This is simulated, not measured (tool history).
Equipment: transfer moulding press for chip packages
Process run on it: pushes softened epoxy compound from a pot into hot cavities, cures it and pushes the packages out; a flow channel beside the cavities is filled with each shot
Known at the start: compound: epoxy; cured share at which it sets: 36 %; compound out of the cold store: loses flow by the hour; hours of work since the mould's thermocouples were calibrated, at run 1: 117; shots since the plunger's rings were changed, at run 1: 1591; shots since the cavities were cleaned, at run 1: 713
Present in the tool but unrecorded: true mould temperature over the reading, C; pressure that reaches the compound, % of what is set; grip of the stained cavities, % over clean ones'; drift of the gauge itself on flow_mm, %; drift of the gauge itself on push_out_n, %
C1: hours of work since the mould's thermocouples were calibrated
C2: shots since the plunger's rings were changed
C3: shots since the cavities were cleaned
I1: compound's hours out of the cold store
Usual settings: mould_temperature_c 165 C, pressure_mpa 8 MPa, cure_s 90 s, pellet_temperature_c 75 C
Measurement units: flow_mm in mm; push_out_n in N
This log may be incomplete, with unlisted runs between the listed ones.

{"run": 1, "hour": 0.0, "mould_temperature_c": 165, "pressure_mpa": 8, "cure_s": 90, "pellet_temperature_c": 75, "C1": 117, "C2": 1591, "C3": 713, "I1": 27.4, "flow_mm": 920, "push_out_n": 459}
{"hour": 40.7, "done": "cavities cleaned with cleaning compound and waxed"}
{"run": 2, "hour": 46.4, "mould_temperature_c": 165, "pressure_mpa": 8, "cure_s": 90, "pellet_temperature_c": 75, "C1": 146, "C2": 2129, "C3": 69, "I1": 31.8, "flow_mm": 912, "push_out_n": 325}
{"run": 3, "hour": 88.9, "mould_temperature_c": 165, "pressure_mpa": 8, "cure_s": 90, "pellet_temperature_c": 75, "C1": 174, "C2": 2637, "C3": 577, "I1": 40.3, "flow_mm": 861, "push_out_n": 439}
{"hour": 144.8, "done": "cavities cleaned with cleaning compound and waxed"}
{"run": 4, "hour": 151.6, "mould_temperature_c": 165, "pressure_mpa": 8, "cure_s": 90, "pellet_temperature_c": 73, "C1": 213, "C2": 3370, "C3": 81, "I1": 31.5, "flow_mm": 899, "push_out_n": 334}
{"run": 5, "hour": 227.1, "mould_temperature_c": 165, "pressure_mpa": 8, "cure_s": 90, "pellet_temperature_c": 73, "C1": 262, "C2": 4275, "C3": 986, "I1": 39.4, "flow_mm": 854, "push_out_n": 464}
{"hour": 246.6, "done": "cavities cleaned with cleaning compound and waxed"}
{"run": 6, "hour": 291.5, "mould_temperature_c": 165, "pressure_mpa": 8, "cure_s": 90, "pellet_temperature_c": 73, "C1": 303, "C2": 5027, "C3": 537, "I1": 30.4, "flow_mm": 884, "push_out_n": 448}
{"hour": 298.7, "done": "mould's thermocouples calibrated"}
{"hour": 331.1, "done": "plunger's sealing rings changed"}
{"hour": 351.6, "done": "cavities cleaned with cleaning compound and waxed"}
{"run": 7, "hour": 356.0, "mould_temperature_c": 165, "pressure_mpa": 8, "cure_s": 130, "pellet_temperature_c": 75, "C1": 34, "C2": 281, "C3": 53, "I1": 27.1, "flow_mm": 934, "push_out_n": 258}
{"run": 8, "hour": 429.4, "mould_temperature_c": 165, "pressure_mpa": 8, "cure_s": 130, "pellet_temperature_c": 75, "C1": 82, "C2": 1159, "C3": 931, "I1": 10.9, "flow_mm": 979, "push_out_n": 376}
{"hour": 456.7, "done": "cavities cleaned with cleaning compound and waxed"}
{"run": 9, "hour": 477.1, "mould_temperature_c": 165, "pressure_mpa": 8, "cure_s": 90, "pellet_temperature_c": 75, "C1": 112, "C2": 1712, "C3": 244, "I1": 45, "flow_mm": 851, "push_out_n": 362}
{"run": 10, "hour": 516.8, "mould_temperature_c": 165, "pressure_mpa": 8, "cure_s": 90, "pellet_temperature_c": 75, "C1": 137, "C2": 2188, "C3": 720, "I1": 21.8, "flow_mm": 927, "push_out_n": 464}
{"hour": 559.3, "done": "cavities cleaned with cleaning compound and waxed"}
{"run": 11, "hour": 568.9, "mould_temperature_c": 163, "pressure_mpa": 8, "cure_s": 79, "pellet_temperature_c": 75, "C1": 170, "C2": 2794, "C3": 116, "I1": 46.3, "flow_mm": 845, "push_out_n": 456}
{"run": 12, "hour": 625.0, "mould_temperature_c": 162, "pressure_mpa": 6.07, "cure_s": 72, "pellet_temperature_c": 78, "C1": 206, "C2": 3465, "C3": 787, "I1": 42.8, "flow_mm": 739, "push_out_n": 798}
{"hour": 663.0, "done": "mould's thermocouples calibrated, once more"}
{"hour": 664.5, "done": "cavities cleaned with cleaning compound and waxed"}
{"run": 13, "hour": 665.3, "mould_temperature_c": 162, "pressure_mpa": 6.07, "cure_s": 72, "pellet_temperature_c": 78, "C1": 1, "C2": 3906, "C3": 9, "I1": 46.6, "flow_mm": 739, "push_out_n": 586}
{"run": 14, "hour": 731.4, "mould_temperature_c": 162, "pressure_mpa": 6.07, "cure_s": 72, "pellet_temperature_c": 78, "C1": 43, "C2": 4698, "C3": 801, "I1": 29.1, "flow_mm": 787, "push_out_n": 886}
{"hour": 766.5, "done": "cavities cleaned with cleaning compound and waxed"}
{"run": 15, "hour": 784.0, "mould_temperature_c": 162, "pressure_mpa": 9.61, "cure_s": 72, "pellet_temperature_c": 78, "C1": 76, "C2": 5309, "C3": 209, "I1": 41.2, "flow_mm": 936, "push_out_n": 731}
{"hour": 800.5, "done": "plunger's sealing rings changed"}
{"run": 16, "hour": 848.6, "mould_temperature_c": 162, "pressure_mpa": 9.61, "cure_s": 123, "pellet_temperature_c": 65, "C1": 116, "C2": 576, "C3": 953, "I1": 35.9, "flow_mm": 1005, "push_out_n": 402}
{"hour": 871.4, "done": "cavities cleaned with cleaning compound and waxed"}
{"run": 17, "hour": 924.0, "mould_temperature_c": 165, "pressure_mpa": 7.64, "cure_s": 90, "pellet_temperature_c": 73, "C1": 164, "C2": 1461, "C3": 630, "I1": 45.2, "flow_mm": 821, "push_out_n": 437}
{"hour": 974.7, "done": "cavities cleaned with cleaning compound and waxed"}
{"run": 18, "hour": 979.8, "mould_temperature_c": 168, "pressure_mpa": 6.89, "cure_s": 90, "pellet_temperature_c": 72, "C1": 199, "C2": 2111, "C3": 61, "I1": 42.6, "flow_mm": 794, "push_out_n": 295}
{"run": 19, "hour": 1040.4, "mould_temperature_c": 171, "pressure_mpa": 7.41, "cure_s": 129, "pellet_temperature_c": 72, "C1": 238, "C2": 2836, "C3": 786, "I1": 38.5, "flow_mm": 801, "push_out_n": 377}

Hidden condition of the tool, last listed run before each entry between runs versus first listed run after:
In the gap between runs 1 and 2: cavities cleaned with cleaning compound and waxed (hour 40.7)
  true mould temperature over the reading, C: 0.56 -> 0.61; pressure that reaches the compound, % of what is set: 97.17 -> 96.28; grip of the stained cavities, % over clean ones': 52.7 -> 11.4
  measured result minus the result with no hidden state, flow_mm: -17 -> -21 mm; push_out_n: +150 -> +25 N
In the gap between runs 3 and 4: cavities cleaned with cleaning compound and waxed (hour 144.8)
  true mould temperature over the reading, C: 0.65 -> 0.7; pressure that reaches the compound, % of what is set: 95.48 -> 94.3; grip of the stained cavities, % over clean ones': 46.9 -> 14.6
  measured result minus the result with no hidden state, flow_mm: -23 -> -30 mm; push_out_n: +131 -> +32 N
In the gap between runs 5 and 6: cavities cleaned with cleaning compound and waxed (hour 246.6)
  true mould temperature over the reading, C: 0.77 -> 0.83; pressure that reaches the compound, % of what is set: 92.82 -> 91.57; grip of the stained cavities, % over clean ones': 57.7 -> 47.3
  measured result minus the result with no hidden state, flow_mm: -36 -> -44 mm; push_out_n: +158 -> +132 N
In the gap between runs 6 and 7: mould's thermocouples calibrated (hour 298.7); plunger's sealing rings changed (hour 331.1); cavities cleaned with cleaning compound and waxed (hour 351.6)
  true mould temperature over the reading, C: 0.83 -> 0.98; pressure that reaches the compound, % of what is set: 91.57 -> 99.49; grip of the stained cavities, % over clean ones': 47.3 -> 6.5
  measured result minus the result with no hidden state, flow_mm: -44 -> -8 mm; push_out_n: +132 -> +14 N
In the gap between runs 8 and 9: cavities cleaned with cleaning compound and waxed (hour 456.7)
  true mould temperature over the reading, C: 1.04 -> 1.08; pressure that reaches the compound, % of what is set: 97.95 -> 96.97; grip of the stained cavities, % over clean ones': 56.1 -> 26.6
  measured result minus the result with no hidden state, flow_mm: -17 -> -18 mm; push_out_n: +135 -> +62 N
In the gap between runs 10 and 11: cavities cleaned with cleaning compound and waxed (hour 559.3)
  true mould temperature over the reading, C: 1.12 -> 1.17; pressure that reaches the compound, % of what is set: 96.16 -> 95.14; grip of the stained cavities, % over clean ones': 50.5 -> 16.1
  measured result minus the result with no hidden state, flow_mm: -24 -> -27 mm; push_out_n: +137 -> +29 N
In the gap between runs 12 and 13: mould's thermocouples calibrated, once more (hour 663); cavities cleaned with cleaning compound and waxed (hour 664.5)
  true mould temperature over the reading, C: 1.22 -> 0.09; pressure that reaches the compound, % of what is set: 94.01 -> 93.29; grip of the stained cavities, % over clean ones': 54 -> 3.1
  measured result minus the result with no hidden state, flow_mm: -28 -> -26 mm; push_out_n: +229 -> +14 N
In the gap between runs 14 and 15: cavities cleaned with cleaning compound and waxed (hour 766.5)
  true mould temperature over the reading, C: 0.15 -> 0.2; pressure that reaches the compound, % of what is set: 91.9 -> 90.85; grip of the stained cavities, % over clean ones': 53.2 -> 28.5
  measured result minus the result with no hidden state, flow_mm: -35 -> -47 mm; push_out_n: +301 -> +154 N
In the gap between runs 15 and 16: plunger's sealing rings changed (hour 800.5)
  true mould temperature over the reading, C: 0.2 -> 0.25; pressure that reaches the compound, % of what is set: 90.85 -> 98.31; grip of the stained cavities, % over clean ones': 28.5 -> 57.4
  measured result minus the result with no hidden state, flow_mm: -47 -> -10 mm; push_out_n: +154 -> +147 N
In the gap between runs 16 and 17: cavities cleaned with cleaning compound and waxed (hour 871.4)
  true mould temperature over the reading, C: 0.25 -> 0.32; pressure that reaches the compound, % of what is set: 98.31 -> 96.71; grip of the stained cavities, % over clean ones': 57.4 -> 49.1
  measured result minus the result with no hidden state, flow_mm: -10 -> -15 mm; push_out_n: +147 -> +139 N
In the gap between runs 17 and 18: cavities cleaned with cleaning compound and waxed (hour 974.7)
  true mould temperature over the reading, C: 0.32 -> 0.37; pressure that reaches the compound, % of what is set: 96.71 -> 95.59; grip of the stained cavities, % over clean ones': 49.1 -> 8.7
  measured result minus the result with no hidden state, flow_mm: -15 -> -19 mm; push_out_n: +139 -> +21 N
